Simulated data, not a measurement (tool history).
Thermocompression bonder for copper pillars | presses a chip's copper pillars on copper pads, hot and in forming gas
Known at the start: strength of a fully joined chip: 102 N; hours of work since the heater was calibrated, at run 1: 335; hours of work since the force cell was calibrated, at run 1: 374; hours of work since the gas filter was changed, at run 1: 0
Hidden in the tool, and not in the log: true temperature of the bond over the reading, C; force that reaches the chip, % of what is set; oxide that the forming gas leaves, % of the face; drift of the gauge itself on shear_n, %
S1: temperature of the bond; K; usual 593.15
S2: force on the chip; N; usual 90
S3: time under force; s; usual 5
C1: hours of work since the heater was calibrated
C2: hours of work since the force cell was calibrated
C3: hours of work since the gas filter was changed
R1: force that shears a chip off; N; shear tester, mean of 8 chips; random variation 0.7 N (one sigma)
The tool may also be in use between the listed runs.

| run | hour | S1 | S2 | S3 | C1 | C2 | C3 | R1 |
|---|---|---|---|---|---|---|---|---|
| 1 | 0 | 593.15 | 90 | 5 | 335 | 374 | 0 | 49.2 |
| 2 | 37.7 | 593.15 | 90 | 8 | 350 | 389 | 15 | 57.1 |
| 3 | 77.8 | 593.15 | 90 | 5 | 367 | 405 | 31 | 48.4 |
| 4 | 116.2 | 593.15 | 90 | 5 | 382 | 421 | 47 | 47.8 |
| 5 | 154 | 593.15 | 90 | 5 | 397 | 436 | 62 | 48 |
| 6 | 183.1 | 593.15 | 90 | 5 | 409 | 448 | 74 | 49.1 |
| 7 | 213.4 | 593.15 | 90 | 5 | 421 | 460 | 86 | 48.5 |
| 8 | 255.2 | 593.15 | 100 | 5 | 438 | 477 | 103 | 50.7 |
| 9 | 324.2 | 593.15 | 90 | 9 | 466 | 505 | 131 | 60.1 |
| 10 | 377.8 | 593.15 | 90 | 9 | 488 | 526 | 152 | 57.8 |
| 11 | 440.2 | 593.15 | 90 | 9 | 513 | 551 | 177 | 58.7 |
| 12 | 505 | 593.15 | 90 | 9 | 539 | 577 | 203 | 58.4 |
| 13 | 553 | 593.15 | 63 | 5 | 558 | 597 | 223 | 39.3 |
| 14 | 619.5 | 563.15 | 63 | 5 | 585 | 623 | 250 | 27.2 |
| 15 | 648.6 | 563.15 | 63 | 4 | 597 | 635 | 261 | 26.2 |
|  | 655.3 | forming gas filter changed |
| 16 | 694.7 | 563.15 | 63 | 4 | 615 | 654 | 16 | 25.8 |
| 17 | 741.8 | 585.15 | 84 | 6 | 634 | 673 | 35 | 45.1 |
| 18 | 783.8 | 585.15 | 84 | 6 | 651 | 690 | 52 | 46.7 |
| 19 | 833.8 | 591.15 | 118 | 6 | 671 | 710 | 72 | 60.2 |
|  | 863.5 | force cell calibrated |
| 20 | 888.3 | 594.15 | 132 | 9 | 692 | 10 | 93 | 72.2 |
| 21 | 934.8 | 594.15 | 132 | 9 | 711 | 29 | 112 | 71.2 |
| 22 | 994.2 | 596.15 | 114 | 8 | 735 | 53 | 136 | 64.5 |
| 23 | 1059.4 | 598.15 | 109 | 5 | 761 | 79 | 162 | 56.2 |
|  | 1083.4 | heater calibrated with a thermocouple chip |
| 24 | 1118.7 | 586.15 | 109 | 13 | 14 | 102 | 185 | 69.2 |
| 25 | 1181.8 | 584.15 | 69 | 12 | 40 | 127 | 211 | 52.6 |
| 26 | 1253.3 | 615.15 | 111 | 4 | 68 | 156 | 240 | 59.3 |
| 27 | 1295.9 | 593.15 | 114 | 14 | 86 | 173 | 257 | 74.2 |
|  | 1316 | forming gas filter changed |
| 28 | 1355.9 | 593.15 | 114 | 14 | 110 | 197 | 16 | 75.3 |
| 29 | 1387.5 | 590.15 | 90 | 3 | 122 | 210 | 29 | 40 |

Hidden state at the last listed run before each entry between runs and at the first one after, where it differs:
Between runs 15 and 16: forming gas filter changed (hour 655.3)
  oxide that the forming gas leaves, % of the face: 0.77 -> 0.52
Between runs 19 and 20: force cell calibrated (hour 863.5)
  force that reaches the chip, % of what is set: 99.9 -> 100; oxide that the forming gas leaves, % of the face: 0.58 -> 0.6
Between runs 23 and 24: heater calibrated with a thermocouple chip (hour 1083.4)
  true temperature of the bond over the reading, C: -0.2 -> 0; oxide that the forming gas leaves, % of the face: 0.66 -> 0.69
Between runs 27 and 28: forming gas filter changed (hour 1316)
  force that reaches the chip, % of what is set: 100 -> 99.9; oxide that the forming gas leaves, % of the face: 0.77 -> 0.52
